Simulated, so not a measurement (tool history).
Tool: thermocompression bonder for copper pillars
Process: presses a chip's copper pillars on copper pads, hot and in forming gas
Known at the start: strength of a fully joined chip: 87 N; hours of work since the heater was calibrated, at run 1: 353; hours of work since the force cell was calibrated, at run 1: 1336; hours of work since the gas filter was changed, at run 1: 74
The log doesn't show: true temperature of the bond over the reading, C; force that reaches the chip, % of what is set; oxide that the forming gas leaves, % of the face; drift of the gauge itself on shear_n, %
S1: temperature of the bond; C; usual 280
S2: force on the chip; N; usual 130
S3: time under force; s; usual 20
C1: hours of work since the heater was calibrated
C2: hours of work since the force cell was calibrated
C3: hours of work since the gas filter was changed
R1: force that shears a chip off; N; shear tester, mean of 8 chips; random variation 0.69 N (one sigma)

run 1 hour=0.0 | S1=280 S2=130 S3=20 | C1=353 C2=1336 C3=74 | R1=40.0
-- hour=42.7 forming gas filter changed
run 2 hour=58.7 | S1=280 S2=130 S3=16 | C1=394 C2=1377 C3=11 | R1=40.5
run 3 hour=114.5 | S1=280 S2=130 S3=20 | C1=433 C2=1416 C3=50 | R1=41.2
run 4 hour=154.2 | S1=280 S2=130 S3=20 | C1=460 C2=1443 C3=78 | R1=39.2
-- hour=189.1 forming gas filter changed
run 5 hour=219.7 | S1=280 S2=130 S3=20 | C1=506 C2=1489 C3=21 | R1=41.4
run 6 hour=253.5 | S1=280 S2=84 S3=20 | C1=529 C2=1512 C3=45 | R1=29.5
run 7 hour=306.3 | S1=280 S2=130 S3=20 | C1=566 C2=1549 C3=82 | R1=40.6
-- hour=335.3 forming gas filter changed
run 8 hour=351.8 | S1=280 S2=130 S3=20 | C1=597 C2=1580 C3=12 | R1=42.4
run 9 hour=401.4 | S1=280 S2=130 S3=20 | C1=632 C2=1615 C3=46 | R1=39.6
run 10 hour=460.4 | S1=280 S2=130 S3=20 | C1=673 C2=1656 C3=87 | R1=38.4
-- hour=482.6 forming gas filter changed
run 11 hour=515.8 | S1=280 S2=130 S3=20 | C1=711 C2=1694 C3=23 | R1=40.8
run 12 hour=575.7 | S1=280 S2=130 S3=20 | C1=753 C2=1736 C3=65 | R1=39.8
run 13 hour=625.2 | S1=280 S2=130 S3=20 | C1=788 C2=1771 C3=99 | R1=36.9
-- hour=631.2 forming gas filter changed
run 14 hour=664.3 | S1=280 S2=130 S3=20 | C1=815 C2=1798 C3=23 | R1=40.7
run 15 hour=710.4 | S1=280 S2=130 S3=20 | C1=847 C2=1830 C3=55 | R1=39.5
run 16 hour=745.4 | S1=280 S2=130 S3=20 | C1=871 C2=1854 C3=80 | R1=39.8
-- hour=757.8 force cell calibrated
-- hour=785.2 forming gas filter changed
run 17 hour=801.2 | S1=280 S2=130 S3=20 | C1=909 C2=30 C3=11 | R1=42.5
run 18 hour=852.2 | S1=280 S2=130 S3=20 | C1=944 C2=65 C3=47 | R1=40.5
run 19 hour=913.0 | S1=280 S2=130 S3=20 | C1=987 C2=108 C3=89 | R1=39.0
-- hour=932.8 forming gas filter changed
run 20 hour=978.3 | S1=280 S2=130 S3=20 | C1=1032 C2=153 C3=32 | R1=41.6
run 21 hour=1013.8 | S1=280 S2=130 S3=20 | C1=1057 C2=178 C3=56 | R1=39.2
run 22 hour=1072.2 | S1=280 S2=130 S3=20 | C1=1097 C2=219 C3=97 | R1=37.8
-- hour=1080.1 forming gas filter changed
run 23 hour=1109.0 | S1=280 S2=156 S3=40 | C1=1123 C2=244 C3=20 | R1=57.9
run 24 hour=1140.5 | S1=280 S2=156 S3=40 | C1=1145 C2=266 C3=42 | R1=56.0
run 25 hour=1197.1 | S1=281 S2=151 S3=38 | C1=1184 C2=305 C3=82 | R1=52.7
-- hour=1226.6 forming gas filter changed
run 26 hour=1240.8 | S1=281 S2=151 S3=38 | C1=1214 C2=335 C3=10 | R1=56.6
run 27 hour=1292.9 | S1=282 S2=169 S3=20 | C1=1250 C2=372 C3=46 | R1=48.5
run 28 hour=1352.3 | S1=299 S2=157 S3=20 | C1=1292 C2=413 C3=88 | R1=54.1
-- hour=1374.2 forming gas filter changed
run 29 hour=1388.6 | S1=299 S2=157 S3=20 | C1=1317 C2=438 C3=10 | R1=57.4
run 30 hour=1440.5 | S1=256 S2=142 S3=33 | C1=1353 C2=474 C3=46 | R1=35.4
run 31 hour=1489.9 | S1=295 S2=142 S3=12 | C1=1388 C2=509 C3=81 | R1=40.0
-- hour=1525.5 forming gas filter changed
-- hour=1537.7 heater calibrated with a thermocouple chip
run 32 hour=1543.7 | S1=268 S2=117 S3=20 | C1=4 C2=545 C3=11 | R1=36.6
run 33 hour=1580.6 | S1=289 S2=87 S3=16 | C1=30 C2=570 C3=37 | R1=32.4
run 34 hour=1612.5 | S1=307 S2=130 S3=20 | C1=52 C2=593 C3=59 | R1=57.3
run 35 hour=1667.4 | S1=281 S2=130 S3=41 | C1=90 C2=631 C3=98 | R1=53.0
-- hour=1675.5 forming gas filter changed
run 36 hour=1701.9 | S1=281 S2=130 S3=41 | C1=114 C2=655 C3=18 | R1=57.0
run 37 hour=1745.6 | S1=281 S2=130 S3=41 | C1=145 C2=685 C3=49 | R1=54.6
run 38 hour=1812.7 | S1=282 S2=84 S3=12 | C1=191 C2=732 C3=96 | R1=24.4

4 ways to go on from here, each from the tool as it stands after run 38. What would each give?
-- hour=1824.1 forming gas filter changed
run A hour=1857.3 | S1=282 S2=84 S3=11 | C1=222 C2=763 C3=23 | R1=?
-- hour=1824.1 forming gas filter changed
run B hour=1857.3 | S1=304 S2=130 S3=23 | C1=222 C2=763 C3=23 | R1=?
-- hour=1824.1 forming gas filter changed
run C hour=1857.3 | S1=280 S2=137 S3=20 | C1=222 C2=763 C3=23 | R1=?
-- hour=1824.1 forming gas filter changed
run D hour=1857.3 | S1=280 S2=116 S3=20 | C1=222 C2=763 C3=23 | R1=?

run=A R1=24.3
run=B R1=60.2
run=C R1=46.2
run=D R1=41.1
Without the tool's hidden state the same runs would have given:
run=A R1=25.9
run=B R1=63.0
run=C R1=48.8
run=D R1=43.5
